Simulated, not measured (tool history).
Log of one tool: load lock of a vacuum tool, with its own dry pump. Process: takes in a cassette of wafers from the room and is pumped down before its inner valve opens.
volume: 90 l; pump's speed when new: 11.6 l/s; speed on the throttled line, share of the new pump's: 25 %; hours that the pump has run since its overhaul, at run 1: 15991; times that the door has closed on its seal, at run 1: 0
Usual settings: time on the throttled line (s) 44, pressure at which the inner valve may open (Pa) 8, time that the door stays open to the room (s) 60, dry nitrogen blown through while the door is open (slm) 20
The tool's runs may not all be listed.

run	hour	time on the throttled line (s)	pressure at which the inner valve may open (Pa)	time that the door stays open to the room (s)	dry nitrogen blown through while the door is open (slm)	hours that the pump has run since its overhaul	times that the door has closed on its seal	incoming humidity of the room's air, %	time from the closed door until the inner valve may open (s)	rise of the pressure with all valves shut (Pa/min)
1	0.0	44	8	60	20	15991	0	44.4	112.6	0.042
2	315.0	44	8	60	20	16306	922	43.2	112.0	0.044
3	622.0	44	8	60	20	16613	1821	40.5	111.8	0.041
4	1096.4	44	8	60	20	17088	3209	44.8	112.0	0.043
5	1485.9	44	8	60	20	17477	4349	44.4	113.7	0.045
6	1692.9	44	8	60	20	17684	4955	41.9	112.8	0.044
7	1972.8	44	8	60	20	17964	5774	47.7	113.2	0.052
8	2340.9	41	8	227	19	18332	6852	43.7	110.5	0.075
9	2595.7	37	8	80	5	18587	7597	46.2	108.4	0.072
10	2829.0	37	8	128	8	18820	8280	46.8	107.9	0.084
11	3098.0	37	7	128	8	19089	9067	48.7	110.6	0.085
12	3299.1	37	7	128	8	19291	9656	45.6	109.0	0.078
13	3770.3	37	7	128	8	19762	11035	43.6	110.6	0.080
14	4030.6	37	9	128	8	20022	11797	44.6	108.1	0.076

4 ways to go on from here, each from the tool as it stands after run 14. What would each give?
# hour 4293.1: dry pump taken out, an overhauled one fitted
A	4450.8	80	9	151	8	158	13010	44.2	?	?
# hour 4293.1: dry pump taken out, an overhauled one fitted
B	4450.8	44	7	60	8	158	13010	47.3	?	?
# hour 4293.1: dry pump taken out, an overhauled one fitted
C	4450.8	26	9	128	8	158	13010	46.9	?	?
# hour 4293.1: dry pump taken out, an overhauled one fitted
D	4450.8	37	9	128	7	158	13010	46.7	?	?

run	time from the closed door until the inner valve may open (s)	rise of the pressure with all valves shut (Pa/min)
A	131.9	0.089
B	107.9	0.071
C	91.7	0.088
D	99.8	0.088
Without the tool's hidden state the same runs would have given:
run	time from the closed door until the inner valve may open (s)	rise of the pressure with all valves shut (Pa/min)
A	132.3	0.074
B	108.5	0.056
C	92.3	0.073
D	100.4	0.073

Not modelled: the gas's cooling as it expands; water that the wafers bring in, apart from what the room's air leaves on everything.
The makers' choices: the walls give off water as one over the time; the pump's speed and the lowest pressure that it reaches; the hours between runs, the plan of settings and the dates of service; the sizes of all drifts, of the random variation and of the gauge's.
